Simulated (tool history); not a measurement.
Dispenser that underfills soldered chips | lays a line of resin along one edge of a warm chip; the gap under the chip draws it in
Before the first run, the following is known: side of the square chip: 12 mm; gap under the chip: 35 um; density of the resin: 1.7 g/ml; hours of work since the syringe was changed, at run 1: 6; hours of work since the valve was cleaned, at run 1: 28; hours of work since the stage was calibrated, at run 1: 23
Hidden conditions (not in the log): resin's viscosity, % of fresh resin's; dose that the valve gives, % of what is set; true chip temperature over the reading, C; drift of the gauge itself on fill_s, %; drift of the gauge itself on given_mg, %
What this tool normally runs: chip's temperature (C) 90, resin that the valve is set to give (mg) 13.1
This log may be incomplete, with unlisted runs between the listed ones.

run,hour,chip's temperature (C),resin that the valve is set to give (mg),hours of work since the syringe was changed,hours of work since the valve was cleaned,hours of work since the stage was calibrated,time until the resin shows at the far edge (s),resin that the valve gave (mg)
1,0.0,90,13.1,6,28,23,149.2,12.78
# hour 8.1: new syringe of resin
2,9.1,90,13.1,1,34,28,120.2,12.79
3,20.8,90,13.1,8,41,36,168.1,12.59
# hour 25.3: new syringe of resin
4,31.9,90,13.0,4,48,43,136.5,12.67
5,42.1,90,13.0,11,55,49,185.5,12.37
# hour 43.1: new syringe of resin
6,53.9,90,13.0,7,62,57,157.5,12.38
7,59.2,90,13.0,10,66,60,185.9,12.34
# hour 60.4: new syringe of resin
8,69.4,90,13.1,6,72,67,146.9,12.31
# hour 78.1: new syringe of resin
9,78.1,90,13.1,0,78,72,115.0,12.35
10,90.7,90,13.1,8,86,80,172.6,12.22
# hour 96.3: new syringe of resin
11,99.4,90,13.1,2,91,86,127.5,12.19
12,107.6,90,13.1,7,96,91,161.1,12.24
13,112.7,90,13.1,11,100,94,191.5,12.09
# hour 114.1: new syringe of resin
14,121.8,90,13.1,5,105,100,144.9,12.13
# hour 131.5: new syringe of resin
15,134.6,90,11.6,2,114,108,128.6,10.56
16,144.6,84,14.3,8,120,114,207.2,12.91
# hour 149.0: new syringe of resin
17,156.2,84,14.3,5,127,122,167.1,12.96
18,161.4,77,13.4,8,131,125,252.4,11.95
# hour 167.3: new syringe of resin
# hour 173.4: dispensing valve cleaned and set on the balance
19,173.4,77,13.4,3,0,132,195.4,13.41
20,182.0,77,13.4,9,6,137,253.1,13.34
# hour 185.7: new syringe of resin
21,191.6,82,16.3,4,12,143,167.1,16.11
22,201.1,86,13.7,10,18,150,199.6,13.53
# hour 203.1: new syringe of resin
23,208.1,87,12.8,3,22,154,139.5,12.61
24,214.3,85,13.4,7,26,158,180.9,13.12
# hour 220.9: new syringe of resin
25,223.8,96,11.6,2,32,164,105.8,11.46
26,235.2,96,11.6,9,39,171,146.0,11.12

Forecast each of these 4 alternatives for the next run:
# hour 238.7: new syringe of resin
A,246.5,76,12.3,5,46,178,?,?
# hour 238.7: new syringe of resin
B,246.5,90,12.5,5,46,178,?,?
# hour 238.7: new syringe of resin
C,246.5,90,16.0,5,46,178,?,?
# hour 238.7: new syringe of resin
D,246.5,90,11.1,5,46,178,?,?

run,time until the resin shows at the far edge (s),resin that the valve gave (mg)
A,217.2,11.87
B,142.2,11.95
C,137.3,15.39
D,147.0,10.72
Had the tool no hidden state, the same runs would have come out as:
run,time until the resin shows at the far edge (s),resin that the valve gave (mg)
A,172.0,12.35
B,112.6,12.43
C,109.3,16.01
D,115.8,11.15

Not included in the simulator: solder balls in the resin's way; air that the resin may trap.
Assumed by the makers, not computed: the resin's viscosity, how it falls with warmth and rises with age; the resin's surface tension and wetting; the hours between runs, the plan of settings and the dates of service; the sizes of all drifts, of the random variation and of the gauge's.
